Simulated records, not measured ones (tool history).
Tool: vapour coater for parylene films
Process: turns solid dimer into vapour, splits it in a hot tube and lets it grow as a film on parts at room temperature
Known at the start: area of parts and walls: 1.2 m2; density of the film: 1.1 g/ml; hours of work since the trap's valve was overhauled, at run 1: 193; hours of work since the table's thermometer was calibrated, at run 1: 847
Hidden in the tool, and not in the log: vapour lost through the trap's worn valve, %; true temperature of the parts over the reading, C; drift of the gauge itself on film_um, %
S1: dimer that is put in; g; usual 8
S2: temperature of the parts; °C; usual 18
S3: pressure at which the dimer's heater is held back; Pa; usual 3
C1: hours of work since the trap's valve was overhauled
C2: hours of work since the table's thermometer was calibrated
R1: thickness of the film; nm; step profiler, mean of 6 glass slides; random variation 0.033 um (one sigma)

{"run": 1, "hour": 0.0, "S1": 8, "S2": 18, "S3": 3, "C1": 193, "C2": 847, "R1": 3100}
{"run": 2, "hour": 24.4, "S1": 8, "S2": 10, "S3": 3, "C1": 214, "C2": 869, "R1": 4340}
{"run": 3, "hour": 54.2, "S1": 8, "S2": 10, "S3": 3, "C1": 241, "C2": 895, "R1": 4210}
{"run": 4, "hour": 83.1, "S1": 8, "S2": 10, "S3": 3, "C1": 266, "C2": 921, "R1": 4240}
{"run": 5, "hour": 98.1, "S1": 8, "S2": 18, "S3": 3, "C1": 280, "C2": 934, "R1": 2940}
{"run": 6, "hour": 119.0, "S1": 8, "S2": 18, "S3": 3, "C1": 298, "C2": 952, "R1": 2980}
{"hour": 134.4, "done": "table's thermometer calibrated"}
{"run": 7, "hour": 135.0, "S1": 8, "S2": 18, "S3": 6.84, "C1": 311, "C2": 1, "R1": 2620}
{"run": 8, "hour": 160.3, "S1": 12, "S2": 18, "S3": 6.84, "C1": 334, "C2": 23, "R1": 3870}
{"run": 9, "hour": 188.4, "S1": 12, "S2": 18, "S3": 6.84, "C1": 359, "C2": 48, "R1": 3890}
{"run": 10, "hour": 202.6, "S1": 8, "S2": 29, "S3": 3, "C1": 371, "C2": 60, "R1": 1890}
{"run": 11, "hour": 234.7, "S1": 5, "S2": 13, "S3": 4.46, "C1": 400, "C2": 89, "R1": 2130}
{"run": 12, "hour": 256.0, "S1": 7, "S2": 11, "S3": 7.25, "C1": 418, "C2": 108, "R1": 2940}
{"run": 13, "hour": 288.5, "S1": 4, "S2": 18, "S3": 5.15, "C1": 447, "C2": 136, "R1": 1310}
{"run": 14, "hour": 303.2, "S1": 4, "S2": 18, "S3": 5.15, "C1": 460, "C2": 149, "R1": 1340}
{"run": 15, "hour": 321.8, "S1": 8, "S2": 18, "S3": 9.29, "C1": 477, "C2": 166, "R1": 2400}
{"run": 16, "hour": 350.3, "S1": 8, "S2": 18, "S3": 9.29, "C1": 502, "C2": 191, "R1": 2350}
{"run": 17, "hour": 369.4, "S1": 8, "S2": 18, "S3": 9.29, "C1": 519, "C2": 208, "R1": 2360}
{"hour": 386.8, "done": "trap's valve overhauled"}
{"run": 18, "hour": 401.6, "S1": 8, "S2": 18, "S3": 9.29, "C1": 13, "C2": 233, "R1": 2720}

The same runs without the tool's hidden state, with the same run-to-run variation:
run=1 R1=3310
run=2 R1=4650
run=3 R1=4550
run=4 R1=4610
run=5 R1=3210
run=6 R1=3270
run=7 R1=2830
run=8 R1=4220
run=9 R1=4270
run=10 R1=2080
run=11 R1=2370
run=12 R1=3280
run=13 R1=1470
run=14 R1=1510
run=15 R1=2730
run=16 R1=2690
run=17 R1=2720
run=18 R1=2740
